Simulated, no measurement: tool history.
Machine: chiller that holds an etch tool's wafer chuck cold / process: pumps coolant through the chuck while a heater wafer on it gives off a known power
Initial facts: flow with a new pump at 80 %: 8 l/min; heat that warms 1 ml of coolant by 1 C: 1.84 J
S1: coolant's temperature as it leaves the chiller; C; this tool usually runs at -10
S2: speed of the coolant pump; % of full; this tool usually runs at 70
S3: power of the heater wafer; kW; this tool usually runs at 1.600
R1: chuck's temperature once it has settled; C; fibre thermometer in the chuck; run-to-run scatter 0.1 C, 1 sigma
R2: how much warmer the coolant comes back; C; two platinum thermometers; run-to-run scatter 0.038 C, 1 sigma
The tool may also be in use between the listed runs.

Run 1, hour 0.0: usual settings. Result: R1 2.7 C, R2 7.75 C.
Run 2, hour 26.4: usual settings but S1 -12 C. Result: R1 0.7 C, R2 7.65 C.
Run 3, hour 49.0: usual settings but S3 1.439 kW. Result: R1 1.2 C, R2 6.97 C.
Run 4, hour 69.9: usual settings but S3 1.439 kW. Result: R1 1.5 C, R2 6.90 C.
Run 5, hour 104.4: usual settings but S3 1.439 kW. Result: R1 1.2 C, R2 6.89 C.
Run 6, hour 128.9: usual settings but S2 93 % of full, S3 1.439 kW. Result: R1 -1.0 C, R2 4.95 C.
Run 7, hour 155.8: usual settings but S2 93 % of full, S3 1.439 kW. Result: R1 -0.9 C, R2 5.00 C.
Run 8, hour 188.0: usual settings but S2 83 % of full. Result: R1 1.1 C, R2 6.39 C.
Run 9, hour 225.7: usual settings but S1 -9 C, S2 75 % of full, S3 1.104 kW. Result: R1 -0.8 C, R2 4.95 C.
Run 10, hour 251.6: usual settings but S1 -11 C, S2 66 % of full, S3 1.147 kW. Result: R1 -1.5 C, R2 5.94 C.
Run 11, hour 276.5: usual settings but S1 -12 C, S2 66 % of full, S3 1.147 kW. Result: R1 -2.5 C, R2 5.93 C.
Run 12, hour 307.2: usual settings but S3 1.293 kW. Result: R1 0.3 C, R2 6.25 C.
Run 13, hour 333.5: usual settings but S3 1.293 kW. Result: R1 0.2 C, R2 6.36 C.
Run 14, hour 356.1: usual settings but S3 1.293 kW. Result: R1 0.2 C, R2 6.26 C.
Run 15, hour 395.6: usual settings but S1 -9 C, S2 89 % of full, S3 0.836 kW. Result: R1 -3.4 C, R2 3.11 C.

A few steps of R2 between consecutive runs. Split each: what settings, incoming material and random variation would produce without the hidden state, and what is left over for the hidden state, along with gauge scatter present in only one of the two compared results (measured, and without hidden state):
What the log doesn't record here: heat passed by the chuck's channels, % of clean ones'; flow at a given pump speed, % of a new pump's; coolant's true temperature over the reading, C; drift of the gauge itself on chuck_c, C; drift of the gauge itself on warmer_back_c, C.
Run 14 -> 15: S1 -10 -> -9, S2 70 -> 89, S3 1.293 -> 0.836. R2 -3.15 C: hidden state -0.07, all else -3.08.
